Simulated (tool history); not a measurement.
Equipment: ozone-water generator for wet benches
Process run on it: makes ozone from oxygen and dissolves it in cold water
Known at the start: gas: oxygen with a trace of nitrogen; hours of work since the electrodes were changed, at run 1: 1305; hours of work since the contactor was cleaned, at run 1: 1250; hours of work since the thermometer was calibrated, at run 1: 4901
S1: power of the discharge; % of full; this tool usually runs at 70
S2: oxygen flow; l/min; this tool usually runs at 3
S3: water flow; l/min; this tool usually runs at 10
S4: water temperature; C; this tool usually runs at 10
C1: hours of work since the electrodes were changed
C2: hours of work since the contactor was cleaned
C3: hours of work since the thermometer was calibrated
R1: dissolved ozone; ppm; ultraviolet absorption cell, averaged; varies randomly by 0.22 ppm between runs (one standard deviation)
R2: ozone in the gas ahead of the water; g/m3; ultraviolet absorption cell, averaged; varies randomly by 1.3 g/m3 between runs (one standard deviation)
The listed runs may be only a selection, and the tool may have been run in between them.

| run | hour | S1 | S2 | S3 | S4 | C1 | C2 | C3 | R1 | R2 |
|---|---|---|---|---|---|---|---|---|---|---|
| 1 | 0 | 70 | 3 | 10 | 10 | 1305 | 1250 | 4901 | 32.2 | 241 |
| 2 | 69.2 | 70 | 1.94 | 10 | 10 | 1351 | 1296 | 4948 | 30.8 | 303.3 |
| 3 | 133.2 | 70 | 1.94 | 10 | 10 | 1395 | 1340 | 4991 | 30 | 298 |
| 4 | 197 | 70 | 1.61 | 10 | 10 | 1438 | 1383 | 5034 | 29.3 | 334.4 |
| 5 | 262.2 | 70 | 1.61 | 10 | 10 | 1482 | 1427 | 5078 | 29.3 | 332.5 |
| 6 | 327.4 | 70 | 1.61 | 10 | 10 | 1526 | 1471 | 5122 | 29.3 | 335.3 |
| 7 | 382.9 | 70 | 3 | 10 | 10 | 1563 | 1508 | 5159 | 31.9 | 240.5 |
| 8 | 424.2 | 49 | 3 | 10 | 10 | 1591 | 1536 | 5187 | 24.1 | 181.5 |
| 9 | 484.9 | 49 | 3 | 10 | 10 | 1632 | 1577 | 5228 | 24 | 181.8 |
| 10 | 537.9 | 70 | 3 | 10 | 15 | 1668 | 1613 | 5264 | 29.6 | 239.6 |
| 11 | 606.6 | 70 | 2.64 | 10 | 10 | 1714 | 1659 | 5310 | 31.7 | 256.6 |
| 12 | 662.5 | 70 | 3 | 9 | 10 | 1752 | 1697 | 5348 | 33.9 | 238.2 |
| 13 | 725.9 | 70 | 3 | 10 | 10 | 1794 | 1739 | 5391 | 31.5 | 239.4 |
| 14 | 778.6 | 70 | 3 | 10 | 10 | 1830 | 1775 | 5426 | 31.8 | 239.6 |
| 15 | 823.7 | 90 | 2.1 | 16 | 6 | 1860 | 1805 | 5457 | 25.7 | 348.4 |
|  | 828.9 | water thermometer calibrated |
| 16 | 891.6 | 42 | 3 | 10 | 7 | 1906 | 1851 | 42 | 22 | 162.2 |
| 17 | 925.8 | 92 | 2.43 | 10 | 7 | 1929 | 1874 | 65 | 39.8 | 329.8 |
|  | 940.8 | water thermometer calibrated, once more |
| 18 | 959.1 | 92 | 2.43 | 10 | 7 | 1951 | 1896 | 12 | 39.9 | 327 |
| 19 | 1008.4 | 92 | 2.43 | 10 | 7 | 1984 | 1929 | 46 | 40.1 | 331 |
| 20 | 1044.2 | 90 | 3 | 12 | 10 | 2008 | 1953 | 70 | 33.6 | 289.6 |
| 21 | 1077.8 | 70 | 4.41 | 8 | 13 | 2031 | 1976 | 92 | 34.7 | 195 |
| 22 | 1147.2 | 73 | 4.41 | 8 | 13 | 2078 | 2023 | 139 | 35.5 | 202.2 |

Forecast run 23:
| 23 | 1184.8 | 42 | 3 | 8 | 10 | 2103 | 2048 | 165 | ? | ? |

Run 23 came out at R1 24.7 ppm, R2 160.3 g/m3.
Without the tool's hidden state the same run would have given R1 25.4 ppm, R2 163.9 g/m3.

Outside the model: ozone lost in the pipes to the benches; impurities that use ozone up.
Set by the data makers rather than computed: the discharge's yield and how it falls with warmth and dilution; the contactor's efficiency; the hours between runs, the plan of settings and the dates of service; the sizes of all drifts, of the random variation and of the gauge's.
